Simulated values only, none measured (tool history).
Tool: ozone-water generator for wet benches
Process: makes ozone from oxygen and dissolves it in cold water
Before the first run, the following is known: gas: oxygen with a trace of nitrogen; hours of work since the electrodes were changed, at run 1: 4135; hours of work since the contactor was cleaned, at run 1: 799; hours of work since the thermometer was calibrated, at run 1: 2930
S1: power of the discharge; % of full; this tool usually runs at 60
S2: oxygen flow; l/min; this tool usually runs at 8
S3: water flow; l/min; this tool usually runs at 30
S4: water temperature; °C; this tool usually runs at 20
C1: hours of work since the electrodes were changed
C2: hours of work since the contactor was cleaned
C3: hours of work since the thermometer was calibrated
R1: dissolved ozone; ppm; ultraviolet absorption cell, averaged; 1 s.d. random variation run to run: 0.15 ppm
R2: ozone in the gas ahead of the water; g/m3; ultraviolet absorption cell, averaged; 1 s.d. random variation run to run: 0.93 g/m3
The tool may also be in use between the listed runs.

{"run": 1, "hour": 0.0, "S1": 60, "S2": 8, "S3": 30, "S4": 20, "C1": 4135, "C2": 799, "C3": 2930, "R1": 15.5, "R2": 137.7}
{"run": 2, "hour": 98.8, "S1": 63, "S2": 8, "S3": 30, "S4": 20, "C1": 4223, "C2": 887, "C3": 3018, "R1": 16.2, "R2": 144.4}
{"run": 3, "hour": 202.5, "S1": 60, "S2": 8, "S3": 30, "S4": 13, "C1": 4316, "C2": 980, "C3": 3110, "R1": 17, "R2": 136.6}
{"run": 4, "hour": 328.1, "S1": 60, "S2": 8, "S3": 30, "S4": 13, "C1": 4427, "C2": 1091, "C3": 3222, "R1": 17.1, "R2": 138.7}
{"run": 5, "hour": 423.0, "S1": 60, "S2": 8, "S3": 38, "S4": 20, "C1": 4512, "C2": 1176, "C3": 3306, "R1": 12.5, "R2": 137.8}
{"run": 6, "hour": 493.9, "S1": 60, "S2": 8, "S3": 38, "S4": 20, "C1": 4575, "C2": 1239, "C3": 3369, "R1": 12.6, "R2": 137.2}
{"run": 7, "hour": 552.3, "S1": 60, "S2": 8, "S3": 38, "S4": 20, "C1": 4627, "C2": 1291, "C3": 3421, "R1": 12.5, "R2": 136.1}
{"run": 8, "hour": 621.8, "S1": 60, "S2": 8, "S3": 30, "S4": 20, "C1": 4689, "C2": 1353, "C3": 3483, "R1": 15, "R2": 136.1}
{"hour": 666.0, "done": "water thermometer calibrated"}
{"run": 9, "hour": 715.8, "S1": 60, "S2": 8, "S3": 30, "S4": 20, "C1": 4772, "C2": 1436, "C3": 44, "R1": 15.4, "R2": 137.6}
{"run": 10, "hour": 780.5, "S1": 60, "S2": 8, "S3": 30, "S4": 20, "C1": 4830, "C2": 1494, "C3": 102, "R1": 15.1, "R2": 136.5}
{"run": 11, "hour": 844.3, "S1": 60, "S2": 9.65, "S3": 30, "S4": 20, "C1": 4887, "C2": 1550, "C3": 159, "R1": 14.5, "R2": 119.9}
{"run": 12, "hour": 921.4, "S1": 53, "S2": 9.65, "S3": 30, "S4": 20, "C1": 4955, "C2": 1619, "C3": 227, "R1": 13.2, "R2": 108.5}
{"run": 13, "hour": 993.3, "S1": 60, "S2": 8, "S3": 32, "S4": 20, "C1": 5019, "C2": 1683, "C3": 291, "R1": 14.2, "R2": 136.3}
{"run": 14, "hour": 1109.2, "S1": 60, "S2": 8, "S3": 32, "S4": 20, "C1": 5122, "C2": 1786, "C3": 394, "R1": 14.2, "R2": 135.4}
{"run": 15, "hour": 1187.5, "S1": 60, "S2": 8, "S3": 32, "S4": 20, "C1": 5192, "C2": 1856, "C3": 464, "R1": 14.3, "R2": 134.4}
{"run": 16, "hour": 1263.2, "S1": 60, "S2": 8, "S3": 32, "S4": 20, "C1": 5259, "C2": 1923, "C3": 532, "R1": 14.1, "R2": 134.3}
{"run": 17, "hour": 1331.5, "S1": 60, "S2": 8, "S3": 47, "S4": 23, "C1": 5320, "C2": 1984, "C3": 592, "R1": 9.7, "R2": 133.2}
{"run": 18, "hour": 1422.9, "S1": 52, "S2": 8.29, "S3": 30, "S4": 15, "C1": 5402, "C2": 2065, "C3": 674, "R1": 14.3, "R2": 116.2}
{"run": 19, "hour": 1544.2, "S1": 52, "S2": 8.29, "S3": 30, "S4": 23, "C1": 5509, "C2": 2173, "C3": 782, "R1": 12.5, "R2": 117}
{"run": 20, "hour": 1662.9, "S1": 52, "S2": 8.29, "S3": 30, "S4": 15, "C1": 5615, "C2": 2279, "C3": 887, "R1": 13.9, "R2": 116.8}
{"run": 21, "hour": 1726.7, "S1": 52, "S2": 8.29, "S3": 30, "S4": 15, "C1": 5672, "C2": 2336, "C3": 944, "R1": 14, "R2": 115.6}
{"run": 22, "hour": 1828.4, "S1": 60, "S2": 10.99, "S3": 31, "S4": 24, "C1": 5762, "C2": 2426, "C3": 1035, "R1": 12.5, "R2": 106.5}
{"run": 23, "hour": 1954.0, "S1": 60, "S2": 10.99, "S3": 31, "S4": 24, "C1": 5874, "C2": 2538, "C3": 1146, "R1": 12.3, "R2": 105.7}
{"run": 24, "hour": 2032.9, "S1": 60, "S2": 10.99, "S3": 31, "S4": 21, "C1": 5944, "C2": 2608, "C3": 1217, "R1": 13.3, "R2": 106.8}
{"run": 25, "hour": 2121.8, "S1": 61, "S2": 10.99, "S3": 29, "S4": 21, "C1": 6024, "C2": 2687, "C3": 1296, "R1": 13.7, "R2": 106}
{"run": 26, "hour": 2180.9, "S1": 51, "S2": 4.18, "S3": 26, "S4": 24, "C1": 6076, "C2": 2740, "C3": 1348, "R1": 14.2, "R2": 180.5}

Alternative continuations, all from the tool just after run 26; predict every row:
{"run": "A", "hour": 2237.3, "S1": 57, "S2": 11.38, "S3": 26, "S4": 26, "C1": 6126, "C2": 2790, "C3": 1399, "R1": "?", "R2": "?"}
{"run": "B", "hour": 2237.3, "S1": 67, "S2": 8, "S3": 44, "S4": 20, "C1": 6126, "C2": 2790, "C3": 1399, "R1": "?", "R2": "?"}
{"run": "C", "hour": 2237.3, "S1": 40, "S2": 4.54, "S3": 19, "S4": 24, "C1": 6126, "C2": 2790, "C3": 1399, "R1": "?", "R2": "?"}

run=A R1=12.4 R2=98.3
run=B R1=11.5 R2=143.6
run=C R1=15.3 R2=144.2
The same runs, with their run-to-run variation unchanged, on a tool lacking any hidden condition would have given:
run=A R1=15.1 R2=116.3
run=B R1=14.5 R2=174.3
run=C R1=17.5 R2=160.3
